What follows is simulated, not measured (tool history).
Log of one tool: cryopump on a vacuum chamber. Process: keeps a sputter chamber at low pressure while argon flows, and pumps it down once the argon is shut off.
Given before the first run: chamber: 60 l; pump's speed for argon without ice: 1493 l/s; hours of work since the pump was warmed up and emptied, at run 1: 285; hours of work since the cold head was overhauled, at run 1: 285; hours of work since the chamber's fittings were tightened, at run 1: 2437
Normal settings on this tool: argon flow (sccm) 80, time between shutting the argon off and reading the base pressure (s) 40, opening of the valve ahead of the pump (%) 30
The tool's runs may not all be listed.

run   hour  argon flow (sccm)  time between shutting the argon off and reading the base pressure (s)  opening of the valve ahead of the pump (%)  hours of work since the pump was warmed up and emptied  hours of work since the cold head was overhauled  hours of work since the chamber's fittings were tightened  pressure while argon flows (Pa)  pressure after the wait (uPa)
  1      0                 80                                                                     40                                          30                                                     285                                               285                                                       2437                           0.3058                           4.87
  2   12.2                 80                                                                     40                                          30                                                     292                                               292                                                       2444                           0.3065                           4.87
  3   33.1                 80                                                                     62                                          30                                                     304                                               304                                                       2456                           0.3088                           3.85
  4   48.5                 80                                                                     62                                          30                                                     313                                               313                                                       2465                           0.3072                            4.1
  5   72.9                 80                                                                     46                                          30                                                     327                                               327                                                       2479                           0.3067                           4.47
  6   86.9                 80                                                                     40                                          30                                                     335                                               335                                                       2487                           0.3076                           4.86
  7    108                 80                                                                     40                                          30                                                     348                                               348                                                       2500                           0.3084                           4.89
  8  131.7                 80                                                                     40                                          43                                                     361                                               361                                                       2513                           0.2175                           4.89
  9  151.2                 80                                                                     40                                          30                                                     373                                               373                                                       2525                           0.3064                           4.93
 10  161.4                 80                                                                     40                                          30                                                     379                                               379                                                       2531                           0.3094                           4.98
 11  180.3                 80                                                                     58                                          30                                                     390                                               390                                                       2542                           0.3105                           4.21
 12  192.3                 80                                                                     58                                          30                                                     397                                               397                                                       2549                            0.311                           4.31
 13  204.7                 80                                                                     58                                          30                                                     404                                               404                                                       2556                           0.3093                           4.23
 14  219.2                 80                                                                     40                                          30                                                     412                                               412                                                       2564                           0.3101                           4.86
 15    237                 80                                                                     40                                          28                                                     423                                               423                                                       2575                           0.3325                           4.76
 16  249.7                 80                                                                     40                                          28                                                     430                                               430                                                       2582                           0.3309                           5.01
 17  261.5                 80                                                                     40                                          35                                                     437                                               437                                                       2589                           0.2654                           4.95
 18  281.4                 89                                                                    206                                          18                                                     449                                               449                                                       2601                           0.5724                           3.08
 19  301.2                 89                                                                    206                                          18                                                     460                                               460                                                       2612                           0.5711                           3.11
 20  323.4                 39                                                                     36                                          18                                                     473                                               473                                                       2625                           0.2508                           5.21
 21  341.1                 39                                                                     36                                          54                                                     483                                               483                                                       2635                           0.0864                           5.46
 22  356.8                111                                                                     36                                          59                                                     492                                               492                                                       2644                           0.2267                           5.36
 23  376.1                 45                                                                     56                                          44                                                     504                                               504                                                       2656                           0.1206                           4.27
 24  387.1                 68                                                                     40                                          30                                                     510                                               510                                                       2662                           0.2649                           5.07
 25  397.4                 68                                                                     40                                          30                                                     516                                               516                                                       2668                           0.2623                           5.08
 26  417.7                 68                                                                     40                                          30                                                     528                                               528                                                       2680                           0.2642                           5.18
 27  441.1                 68                                                                     40                                          30                                                     542                                               542                                                       2693                           0.2652                           5.18
 28    460                 88                                                                     40                                          34                                                     553                                               553                                                       2705                           0.3048                           5.04
 29    474                 88                                                                     40                                          34                                                     561                                               561                                                       2713                           0.3048                           4.97
 30  494.5                 88                                                                     40                                          34                                                     573                                               573                                                       2725                           0.3047                           5.16
 31  517.1                 35                                                                    269                                          60                                                     586                                               586                                                       2738                           0.0714                           3.22
 32  527.6                 35                                                                    269                                          60                                                     592                                               592                                                       2744                           0.0712                            3.1
 33  544.6                107                                                                     97                                          30                                                     602                                               602                                                       2754                           0.4211                           3.87
 34  561.6                 44                                                                     97                                          30                                                     612                                               612                                                       2764                           0.1732                            3.8

Difference, measured minus no-hidden-state, one row per run. Run-to-run variation is common to both terms; the gauge's own scatter need not be:
The tool's hidden condition here consists of: pump's speed, % of a pump's without ice; cold plate's temperature, K; leak into the chamber, uPa l/s; drift of the gauge itself on working_pa, %; drift of the gauge itself on base_upa, %.
run  pressure while argon flows (Pa)  pressure after the wait (uPa)
  1                          +0.0056                          +2.24
  2                          +0.0057                          +2.25
  3                           +0.006                          +2.17
  4                           +0.006                          +2.29
  5                          +0.0063                          +2.22
  6                          +0.0064                          +2.27
  7                          +0.0066                          +2.29
  8                          +0.0069                          +2.29
  9                           +0.007                          +2.33
 10                          +0.0072                          +2.35
 11                          +0.0074                          +2.32
 12                          +0.0075                          +2.41
 13                          +0.0076                          +2.35
 14                          +0.0077                          +2.32
 15                           +0.008                          +2.28
 16                          +0.0081                          +2.42
 17                          +0.0081                          +2.41
 18                          +0.0094                          +2.43
 19                          +0.0095                          +2.43
 20                          +0.0043                          +2.42
 21                          +0.0044                          +2.52
 22                          +0.0128                          +2.47
 23                          +0.0052                          +2.43
 24                           +0.008                          +2.47
 25                          +0.0081                           +2.5
 26                          +0.0083                          +2.56
 27                          +0.0086                          +2.57
 28                          +0.0113                          +2.49
 29                          +0.0114                          +2.47
 30                          +0.0117                          +2.57
 31                          +0.0047                          +2.65
 32                          +0.0048                          +2.55
 33                           +0.015                          +2.67
 34                          +0.0063                           +2.6
